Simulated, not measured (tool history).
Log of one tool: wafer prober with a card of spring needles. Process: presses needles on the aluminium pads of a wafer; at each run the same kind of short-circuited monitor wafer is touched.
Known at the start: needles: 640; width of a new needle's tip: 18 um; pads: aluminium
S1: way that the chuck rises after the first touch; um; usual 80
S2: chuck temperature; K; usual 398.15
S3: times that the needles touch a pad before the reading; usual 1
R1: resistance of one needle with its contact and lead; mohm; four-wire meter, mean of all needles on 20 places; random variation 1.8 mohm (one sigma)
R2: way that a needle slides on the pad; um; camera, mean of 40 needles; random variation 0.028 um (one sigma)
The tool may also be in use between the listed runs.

run   hour  S1      S2  S3   R1     R2
  1    0.0  80  398.15   1  217  11.58
       2.0  -- tips cleaned on abrasive film
      10.6  -- tips cleaned on abrasive film
      19.2  -- tips cleaned on abrasive film
  2   23.7  80  398.15   1  214  11.54
      27.5  -- tips cleaned on abrasive film
      36.1  -- tips cleaned on abrasive film
  3   36.9  80  398.15   1  201  11.50
      39.1  -- height of the first contact set anew
      45.2  -- tips cleaned on abrasive film
  4   49.4  80  398.15   1  209  11.81
      52.9  -- tips cleaned on abrasive film
      61.6  -- tips cleaned on abrasive film
      69.5  -- tips cleaned on abrasive film
  5   69.5  80  398.15   1  192  11.71
      78.3  -- tips cleaned on abrasive film
      86.7  -- tips cleaned on abrasive film
  6   91.9  80  383.15   1  212  11.61
      95.7  -- tips cleaned on abrasive film
     103.2  -- tips cleaned on abrasive film
  7  107.0  91  366.15   1  197  13.24
     110.8  -- tips cleaned on abrasive film
     119.4  -- tips cleaned on abrasive film
     128.4  -- tips cleaned on abrasive film
  8  132.7  80  372.15   1  206  11.59
     136.4  -- tips cleaned on abrasive film
     144.4  -- tips cleaned on abrasive film
  9  145.4  80  398.15   1  205  11.59
     153.3  -- tips cleaned on abrasive film
     159.5  -- height of the first contact set anew
     161.2  -- tips cleaned on abrasive film
 10  164.5  80  398.15   1  206  11.73
     170.2  -- tips cleaned on abrasive film
     178.1  -- tips cleaned on abrasive film
 11  184.6  92  398.15   1  207  13.52

3 ways to go on from here, each from the tool as it stands after run 11. What would each give?
     186.5  -- tips cleaned on abrasive film
     195.3  -- tips cleaned on abrasive film
     202.9  -- tips cleaned on abrasive film
     211.2  -- tips cleaned on abrasive film
  A  211.2  80  398.15   2   ?   ?
     186.5  -- tips cleaned on abrasive film
     195.3  -- tips cleaned on abrasive film
     202.9  -- tips cleaned on abrasive film
     211.2  -- tips cleaned on abrasive film
  B  211.2  92  388.15   1   ?   ?
     186.5  -- tips cleaned on abrasive film
     195.3  -- tips cleaned on abrasive film
     202.9  -- tips cleaned on abrasive film
     211.2  -- tips cleaned on abrasive film
  C  211.2  73  398.15   1   ?   ?

run   R1     R2
  A  198  11.68
  B  191  13.44
  C  202  10.64
Without the tool's hidden state the same runs would have given:
run   R1     R2
  A  193  11.78
  B  186  13.54
  C  194  10.74
